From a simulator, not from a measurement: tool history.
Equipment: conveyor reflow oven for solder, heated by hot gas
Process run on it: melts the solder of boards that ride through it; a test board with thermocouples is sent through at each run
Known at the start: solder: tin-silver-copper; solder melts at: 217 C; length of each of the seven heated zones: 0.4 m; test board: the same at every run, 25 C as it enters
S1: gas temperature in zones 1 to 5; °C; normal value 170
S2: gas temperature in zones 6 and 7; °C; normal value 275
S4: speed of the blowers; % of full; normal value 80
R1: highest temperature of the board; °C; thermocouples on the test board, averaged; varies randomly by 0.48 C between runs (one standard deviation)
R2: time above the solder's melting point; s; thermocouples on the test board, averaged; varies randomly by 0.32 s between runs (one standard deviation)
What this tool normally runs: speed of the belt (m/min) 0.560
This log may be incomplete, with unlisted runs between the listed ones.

run 1 day=0.000 | S1=170 S2=275 speed_of_the_belt_(m/min)=0.560 S4=80 | R1=261.6 R2=71.1
run 2 day=0.288 | S1=170 S2=275 speed_of_the_belt_(m/min)=0.560 S4=80 | R1=261.8 R2=71.1
run 3 day=0.571 | S1=170 S2=275 speed_of_the_belt_(m/min)=0.608 S4=80 | R1=259.2 R2=63.0
run 4 day=0.812 | S1=170 S2=275 speed_of_the_belt_(m/min)=0.608 S4=80 | R1=258.6 R2=63.8
run 5 day=1.088 | S1=170 S2=275 speed_of_the_belt_(m/min)=0.588 S4=80 | R1=259.9 R2=66.3
run 6 day=1.412 | S1=170 S2=275 speed_of_the_belt_(m/min)=0.560 S4=80 | R1=262.1 R2=70.9
run 7 day=1.900 | S1=170 S2=275 speed_of_the_belt_(m/min)=0.560 S4=76 | R1=261.5 R2=70.5
run 8 day=2.392 | S1=170 S2=275 speed_of_the_belt_(m/min)=0.560 S4=80 | R1=262.1 R2=70.9
run 9 day=2.821 | S1=170 S2=275 speed_of_the_belt_(m/min)=0.560 S4=80 | R1=261.8 R2=71.0
run 10 day=3.183 | S1=170 S2=275 speed_of_the_belt_(m/min)=0.560 S4=80 | R1=261.4 R2=71.2
run 11 day=3.696 | S1=170 S2=275 speed_of_the_belt_(m/min)=0.560 S4=80 | R1=262.4 R2=71.5
run 12 day=4.017 | S1=170 S2=275 speed_of_the_belt_(m/min)=0.560 S4=80 | R1=261.1 R2=70.9
run 13 day=4.388 | S1=170 S2=275 speed_of_the_belt_(m/min)=0.560 S4=80 | R1=261.6 R2=70.9
run 14 day=4.833 | S1=170 S2=275 speed_of_the_belt_(m/min)=0.560 S4=79 | R1=261.3 R2=71.0
run 15 day=5.350 | S1=170 S2=275 speed_of_the_belt_(m/min)=0.560 S4=79 | R1=261.4 R2=70.8
-- day=5.838 flux residue cleaned out of gas plates and filters
run 16 day=5.921 | S1=170 S2=275 speed_of_the_belt_(m/min)=0.523 S4=52 | R1=261.0 R2=75.6

The next listed run, before its measurement:
run 17 day=6.362 | S1=170 S2=275 speed_of_the_belt_(m/min)=0.523 S4=52 | R1=? R2=?

For run 17 the tool returned R1 260.2 °C, R2 75.3 s.
With no hidden state in the tool, this same run would have given R1 259.9 °C, R2 74.2 s.
